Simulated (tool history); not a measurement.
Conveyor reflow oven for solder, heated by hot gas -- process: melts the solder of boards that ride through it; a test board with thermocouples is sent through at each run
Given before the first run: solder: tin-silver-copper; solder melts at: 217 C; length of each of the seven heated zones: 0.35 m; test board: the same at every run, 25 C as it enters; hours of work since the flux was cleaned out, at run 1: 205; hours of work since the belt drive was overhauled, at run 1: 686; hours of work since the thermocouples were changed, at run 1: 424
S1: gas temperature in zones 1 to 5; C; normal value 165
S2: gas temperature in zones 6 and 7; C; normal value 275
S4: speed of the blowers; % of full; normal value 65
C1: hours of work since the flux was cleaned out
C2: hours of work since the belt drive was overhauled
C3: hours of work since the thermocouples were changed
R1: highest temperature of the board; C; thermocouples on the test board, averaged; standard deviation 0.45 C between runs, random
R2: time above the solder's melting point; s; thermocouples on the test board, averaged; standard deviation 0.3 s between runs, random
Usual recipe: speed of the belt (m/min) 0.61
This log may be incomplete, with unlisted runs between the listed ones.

Run 1, hour 0: usual settings; C1 205; C2 686; C3 424. Result: R1 257.4 C, R2 52.6 s.
Run 2, hour 42.4: usual settings; C1 230; C2 711; C3 448. Result: R1 258.1 C, R2 51.8 s.
Run 3, hour 78.9: usual settings; C1 251; C2 732; C3 469. Result: R1 257.5 C, R2 52.1 s.
Run 4, hour 106.9: usual settings; C1 267; C2 748; C3 485. Result: R1 257.3 C, R2 51.9 s.
Run 5, hour 135.6: usual settings; C1 283; C2 764; C3 502. Result: R1 255.2 C, R2 51.1 s.
Run 6, hour 168: usual settings but S1 153 C; C1 302; C2 783; C3 520. Result: R1 254.3 C, R2 47.7 s.
At hour 192.6: flux residue cleaned out of gas plates and filters.
Run 7, hour 219.2: usual settings but S1 166 C; C1 15; C2 809; C3 547. Result: R1 259.8 C, R2 54.6 s.
Run 8, hour 247.2: usual settings but S1 166 C; C1 31; C2 826; C3 563. Result: R1 259.8 C, R2 54.5 s.
Run 9, hour 274.6: usual settings but speed of the belt (m/min) 0.638; C1 47; C2 841; C3 579. Result: R1 258.6 C, R2 50.4 s.
Run 10, hour 315.7: usual settings; C1 71; C2 865; C3 603. Result: R1 259 C, R2 54.1 s.
Run 11, hour 342.4: usual settings but speed of the belt (m/min) 0.596; C1 86; C2 880; C3 618. Result: R1 259.2 C, R2 55.6 s.
Run 12, hour 382: usual settings but speed of the belt (m/min) 0.596; C1 109; C2 903; C3 641. Result: R1 259.7 C, R2 54.6 s.
Run 13, hour 403.6: usual settings but S2 265 C, speed of the belt (m/min) 0.659, S4 56 % of full; C1 121; C2 916; C3 653. Result: R1 245.4 C, R2 40.1 s.
Run 14, hour 438.1: usual settings but S1 166 C, S2 265 C, speed of the belt (m/min) 0.659, S4 56 % of full; C1 141; C2 935; C3 673. Result: R1 245.5 C, R2 40.3 s.
Run 15, hour 463.4: usual settings but S1 166 C, S2 265 C, speed of the belt (m/min) 0.659, S4 56 % of full; C1 156; C2 950; C3 688. Result: R1 244.9 C, R2 40.4 s.
Run 16, hour 506.8: usual settings but S1 180 C, S4 88 % of full; C1 181; C2 975; C3 712. Result: R1 264 C, R2 61.1 s.
Run 17, hour 540.4: usual settings but S2 286 C, speed of the belt (m/min) 0.657, S4 51 % of full; C1 200; C2 994; C3 732. Result: R1 260.2 C, R2 49.9 s.
Run 18, hour 572.2: usual settings but S2 286 C, speed of the belt (m/min) 0.657, S4 51 % of full; C1 218; C2 1012; C3 750. Result: R1 261 C, R2 50 s.
Run 19, hour 612: usual settings but S1 166 C, S2 281 C, speed of the belt (m/min) 0.523, S4 71 % of full; C1 241; C2 1035; C3 773. Result: R1 269.2 C, R2 69.7 s.
Run 20, hour 648.9: usual settings but S1 166 C, S2 281 C, speed of the belt (m/min) 0.523, S4 71 % of full; C1 262; C2 1057; C3 794. Result: R1 269.5 C, R2 69.6 s.
Run 21, hour 677: usual settings but S2 269 C, speed of the belt (m/min) 0.533; C1 279; C2 1073; C3 810. Result: R1 256.4 C, R2 60.9 s.
Run 22, hour 697.5: usual settings but S1 175 C, S2 290 C, speed of the belt (m/min) 0.544, S4 64 % of full; C1 290; C2 1085; C3 822. Result: R1 276 C, R2 72.2 s.
Run 23, hour 720.2: usual settings but S1 175 C, S2 290 C, speed of the belt (m/min) 0.567, S4 72 % of full; C1 303; C2 1098; C3 835. Result: R1 275.8 C, R2 69.5 s.
At hour 744.4: flux residue cleaned out of gas plates and filters.
Run 24, hour 750.5: usual settings but S1 174 C; C1 4; C2 1112; C3 850. Result: R1 262.1 C, R2 58.1 s.

Each row is a separate what-if for the run after 24, all from the same tool condition, not one after another. Results?
Run A, hour 770.1: usual settings but S1 156 C, S4 67 % of full; C1 15; C2 1123; C3 861. Result: R1 ?, R2 ?.
Run B, hour 770.1: usual settings but S1 160 C, speed of the belt (m/min) 0.721; C1 15; C2 1123; C3 861. Result: R1 ?, R2 ?.
Run C, hour 770.1: usual settings but S1 153 C, S2 271 C, speed of the belt (m/min) 0.711; C1 15; C2 1123; C3 861. Result: R1 ?, R2 ?.
Run D, hour 770.1: usual settings but S1 154 C, S2 290 C, S4 51 % of full; C1 15; C2 1123; C3 861. Result: R1 ?, R2 ?.
Run E, hour 770.1: usual settings but S1 174 C, speed of the belt (m/min) 0.563; C1 15; C2 1123; C3 861. Result: R1 ?, R2 ?.

run     R1    R2
  A  259.1  51.3
  B    254  40.8
  C  249.3  36.9
  D  269.3  55.6
  E  263.8  64.4
With no hidden state in the tool, these same runs would have given:
run     R1    R2
  A  256.9    49
  B  251.9  38.7
  C  247.1  34.7
  D  266.9  53.3
  E  261.6    62
